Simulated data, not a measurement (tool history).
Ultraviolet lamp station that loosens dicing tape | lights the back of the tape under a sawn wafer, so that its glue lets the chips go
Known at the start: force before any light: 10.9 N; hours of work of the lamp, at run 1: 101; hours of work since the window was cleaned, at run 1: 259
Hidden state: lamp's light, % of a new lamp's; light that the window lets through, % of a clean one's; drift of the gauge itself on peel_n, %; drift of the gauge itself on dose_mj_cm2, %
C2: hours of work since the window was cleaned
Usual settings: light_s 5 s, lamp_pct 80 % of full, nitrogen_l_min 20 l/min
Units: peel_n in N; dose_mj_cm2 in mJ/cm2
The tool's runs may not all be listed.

{"run": 1, "day": 0.0, "light_s": 5, "lamp_pct": 80, "nitrogen_l_min": 20, "hours of work of the lamp": 101, "C2": 259, "peel_n": 0.704, "dose_mj_cm2": 215}
{"run": 2, "day": 0.321, "light_s": 5, "lamp_pct": 80, "nitrogen_l_min": 20, "hours of work of the lamp": 106, "C2": 264, "peel_n": 0.688, "dose_mj_cm2": 221}
{"run": 3, "day": 0.75, "light_s": 5, "lamp_pct": 80, "nitrogen_l_min": 20, "hours of work of the lamp": 112, "C2": 271, "peel_n": 0.707, "dose_mj_cm2": 218}
{"run": 4, "day": 1.225, "light_s": 5, "lamp_pct": 80, "nitrogen_l_min": 20, "hours of work of the lamp": 120, "C2": 278, "peel_n": 0.699, "dose_mj_cm2": 219}
{"run": 5, "day": 1.758, "light_s": 5, "lamp_pct": 80, "nitrogen_l_min": 9, "hours of work of the lamp": 127, "C2": 286, "peel_n": 1.11, "dose_mj_cm2": 216}
{"run": 6, "day": 2.267, "light_s": 5, "lamp_pct": 80, "nitrogen_l_min": 21, "hours of work of the lamp": 135, "C2": 293, "peel_n": 0.721, "dose_mj_cm2": 214}
{"run": 7, "day": 2.554, "light_s": 5, "lamp_pct": 80, "nitrogen_l_min": 21, "hours of work of the lamp": 139, "C2": 297, "peel_n": 0.692, "dose_mj_cm2": 216}
{"run": 8, "day": 2.9, "light_s": 5, "lamp_pct": 89, "nitrogen_l_min": 22, "hours of work of the lamp": 144, "C2": 302, "peel_n": 0.521, "dose_mj_cm2": 238}
{"day": 2.954, "done": "window cleaned of glue's vapour"}
{"run": 9, "day": 3.379, "light_s": 5, "lamp_pct": 82, "nitrogen_l_min": 12, "hours of work of the lamp": 151, "C2": 6, "peel_n": 0.94, "dose_mj_cm2": 217}
{"run": 10, "day": 3.704, "light_s": 5, "lamp_pct": 80, "nitrogen_l_min": 32, "hours of work of the lamp": 156, "C2": 11, "peel_n": 0.584, "dose_mj_cm2": 212}
{"day": 4.067, "done": "window cleaned of glue's vapour, once more"}
{"run": 11, "day": 4.088, "light_s": 5, "lamp_pct": 80, "nitrogen_l_min": 32, "hours of work of the lamp": 161, "C2": 0, "peel_n": 0.484, "dose_mj_cm2": 229}
{"run": 12, "day": 4.596, "light_s": 8, "lamp_pct": 80, "nitrogen_l_min": 6, "hours of work of the lamp": 169, "C2": 8, "peel_n": 0.403, "dose_mj_cm2": 361}
{"run": 13, "day": 5.092, "light_s": 6, "lamp_pct": 81, "nitrogen_l_min": 7, "hours of work of the lamp": 176, "C2": 15, "peel_n": 0.75, "dose_mj_cm2": 273}

Measured less the same run without the tool's hidden state. The same run-to-run variation is in both; the gauge's scatter may not be:
run=1 peel_n=+0.133 dose_mj_cm2=-17
run=2 peel_n=+0.132 dose_mj_cm2=-18
run=3 peel_n=+0.141 dose_mj_cm2=-18
run=4 peel_n=+0.140 dose_mj_cm2=-19
run=5 peel_n=+0.204 dose_mj_cm2=-20
run=6 peel_n=+0.156 dose_mj_cm2=-20
run=7 peel_n=+0.153 dose_mj_cm2=-21
run=8 peel_n=+0.124 dose_mj_cm2=-24
run=9 peel_n=+0.226 dose_mj_cm2=-25
run=10 peel_n=+0.159 dose_mj_cm2=-25
run=11 peel_n=+0.046 dose_mj_cm2=-8
run=12 peel_n=+0.043 dose_mj_cm2=-14
run=13 peel_n=+0.074 dose_mj_cm2=-12

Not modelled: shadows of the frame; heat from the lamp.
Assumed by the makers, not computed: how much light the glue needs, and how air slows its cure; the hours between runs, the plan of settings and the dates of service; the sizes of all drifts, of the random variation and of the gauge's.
